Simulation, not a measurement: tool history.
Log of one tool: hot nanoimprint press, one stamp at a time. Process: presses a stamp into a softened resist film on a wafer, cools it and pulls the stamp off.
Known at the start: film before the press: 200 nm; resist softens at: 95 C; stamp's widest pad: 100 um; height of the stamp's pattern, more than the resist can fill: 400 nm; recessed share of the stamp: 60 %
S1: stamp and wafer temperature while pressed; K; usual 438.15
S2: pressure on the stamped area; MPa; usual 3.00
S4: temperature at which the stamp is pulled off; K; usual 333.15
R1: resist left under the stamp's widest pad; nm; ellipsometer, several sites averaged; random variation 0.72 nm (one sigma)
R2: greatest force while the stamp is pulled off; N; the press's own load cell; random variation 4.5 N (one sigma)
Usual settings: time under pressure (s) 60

{"run": 1, "hour": 0.0, "S1": 438.15, "S2": 3.0, "time under pressure (s)": 60, "S4": 333.15, "R1": 86.0, "R2": 217}
{"run": 2, "hour": 35.0, "S1": 438.15, "S2": 3.0, "time under pressure (s)": 60, "S4": 333.15, "R1": 87.6, "R2": 222}
{"hour": 66.0, "done": "press's hydraulic seals changed and the load cell set to zero"}
{"run": 3, "hour": 67.2, "S1": 438.15, "S2": 3.0, "time under pressure (s)": 60, "S4": 333.15, "R1": 86.0, "R2": 216}
{"run": 4, "hour": 92.9, "S1": 438.15, "S2": 3.0, "time under pressure (s)": 60, "S4": 333.15, "R1": 85.6, "R2": 219}
{"run": 5, "hour": 117.6, "S1": 438.15, "S2": 3.0, "time under pressure (s)": 60, "S4": 333.15, "R1": 87.4, "R2": 219}
{"run": 6, "hour": 148.9, "S1": 438.15, "S2": 3.0, "time under pressure (s)": 60, "S4": 333.15, "R1": 86.5, "R2": 219}
{"run": 7, "hour": 181.7, "S1": 438.15, "S2": 3.0, "time under pressure (s)": 60, "S4": 333.15, "R1": 85.6, "R2": 215}
{"run": 8, "hour": 215.7, "S1": 428.15, "S2": 3.04, "time under pressure (s)": 60, "S4": 336.15, "R1": 117.0, "R2": 205}
{"run": 9, "hour": 236.0, "S1": 438.15, "S2": 1.82, "time under pressure (s)": 60, "S4": 333.15, "R1": 107.3, "R2": 218}
{"run": 10, "hour": 270.7, "S1": 438.15, "S2": 1.82, "time under pressure (s)": 60, "S4": 333.15, "R1": 107.2, "R2": 222}

The next listed run, before its measurement:
{"run": 11, "hour": 303.7, "S1": 438.15, "S2": 3.98, "time under pressure (s)": 45, "S4": 325.15, "R1": "?", "R2": "?"}

{"run 11": {"R1": 85.4, "R2": 240}}
Without the tool's hidden state the same run would have given R1 85.3 nm, R2 239 N.

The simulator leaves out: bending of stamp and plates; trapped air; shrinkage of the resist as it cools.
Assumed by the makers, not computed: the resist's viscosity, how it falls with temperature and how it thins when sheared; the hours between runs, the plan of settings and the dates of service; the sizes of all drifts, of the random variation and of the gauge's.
